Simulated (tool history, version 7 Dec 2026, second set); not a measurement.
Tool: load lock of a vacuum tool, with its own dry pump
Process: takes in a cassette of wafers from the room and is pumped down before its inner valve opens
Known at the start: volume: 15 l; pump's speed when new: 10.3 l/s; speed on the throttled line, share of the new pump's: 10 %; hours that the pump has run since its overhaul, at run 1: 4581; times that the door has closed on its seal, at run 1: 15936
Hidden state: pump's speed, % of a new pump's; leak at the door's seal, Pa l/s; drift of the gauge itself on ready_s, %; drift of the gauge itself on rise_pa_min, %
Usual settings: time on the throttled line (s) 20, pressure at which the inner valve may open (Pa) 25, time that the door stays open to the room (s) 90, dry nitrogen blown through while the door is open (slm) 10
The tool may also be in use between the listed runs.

run,day,time on the throttled line (s),pressure at which the inner valve may open (Pa),time that the door stays open to the room (s),dry nitrogen blown through while the door is open (slm),hours that the pump has run since its overhaul,times that the door has closed on its seal,"incoming humidity of the room's air, %",time from the closed door until the inner valve may open (s),rise of the pressure with all valves shut (Pa/min)
1,0,20,25,90,10,4581,15936,47.1,30.2,0.132
2,13.742,20,25,90,5,4911,16427,47.4,30.5,0.152
3,26.525,20,25,90,10,5218,16885,40.2,30.7,0.121
4,38.858,20,25,90,10,5514,17326,44.7,30.3,0.128
5,55.454,20,25,90,10,5912,17920,47.7,31.5,0.137
6,72.983,20,25,117,10,6333,18548,43.7,30.9,0.154
7,80.433,20,25,117,10,6511,18814,46.3,30.7,0.159
8,91.912,20,25,117,10,6787,19225,45.5,30.5,0.16
9,102.271,20,25,117,10,7035,19596,43.4,30.6,0.162
10,113.579,20,25,117,10,7307,20000,42.5,30.1,0.154
11,131.071,20,25,117,10,7727,20627,44.7,31.1,0.162
12,139.858,20,25,117,10,7938,20941,47.9,30.8,0.178
13,152.396,20,25,90,6,8238,21390,43.4,30.8,0.16
14,161.629,20,42,90,10,8460,21720,45.9,29.9,0.156
15,171.971,20,42,90,10,8708,22090,45.9,30.1,0.151
16,182.629,32,25,90,10,8964,22472,47.9,41.2,0.156
17,198.412,32,25,90,10,9343,23037,45.1,41.2,0.159
18,211.008,32,25,90,10,9645,23487,46.8,41.3,0.163
19,221.121,32,25,90,10,9888,23849,47.1,41.6,0.16
20,236.167,30,48,90,10,10249,24388,47,38.5,0.165
21,251.721,22,40,90,10,10622,24945,47.6,32.2,0.172
22,269.467,23,40,26,41,11048,25580,45.8,32.9,0.1
23,282.821,25,25,46,5,11369,26058,44.4,35.2,0.142
24,290.188,20,21,94,19,11545,26321,46.5,31.7,0.162
25,304.996,20,25,90,8,11901,26851,43.5,30.2,0.181
26,319.579,16,37,35,8,12251,27373,44,26.8,0.138
27,334.412,16,49,35,5,12607,27904,46.7,27,0.145
28,349.454,15,48,65,24,12968,28442,43.3,25.9,0.146
29,360.888,15,48,200,24,13242,28852,43.1,25.4,0.195
30,376.762,20,35,30,10,13623,29420,46.7,30.5,0.147
31,394.329,20,35,30,10,14045,30048,42.9,31,0.143
32,405.842,24,25,144,10,14321,30460,43.2,35.1,0.217
33,415.275,24,25,144,10,14548,30798,44.3,34.3,0.224
34,424.162,30,25,90,10,14761,31116,45.9,39.9,0.196
35,433.504,30,25,90,10,14985,31451,45.9,40.2,0.19
36,450.75,10,25,90,5,15399,32068,43.7,22.1,0.208
37,468.275,10,25,90,5,15820,32695,47.5,22.7,0.222

Hidden state or all else? Some run-to-run changes of time from the closed door until the inner valve may open (s), split into what the settings, what came in and random variation would give without the hidden state, and what is left for the hidden state (with any gauge scatter that isn't in both results):
Run 1 -> 2: dry nitrogen blown through while the door is open (slm) 10 -> 5. time from the closed door until the inner valve may open (s) +0.3: hidden state +0.1, all else +0.2.
Run 15 -> 16: time on the throttled line (s) 20 -> 32, pressure at which the inner valve may open (Pa) 42 -> 25. time from the closed door until the inner valve may open (s) +11.1: hidden state +0, all else +11.1.
Run 20 -> 21: time on the throttled line (s) 30 -> 22, pressure at which the inner valve may open (Pa) 48 -> 40. time from the closed door until the inner valve may open (s) -6.3: hidden state +0.2, all else -6.5.
Run 35 -> 36: time on the throttled line (s) 30 -> 10, dry nitrogen blown through while the door is open (slm) 10 -> 5. time from the closed door until the inner valve may open (s) -18.1: hidden state +0.3, all else -18.4.
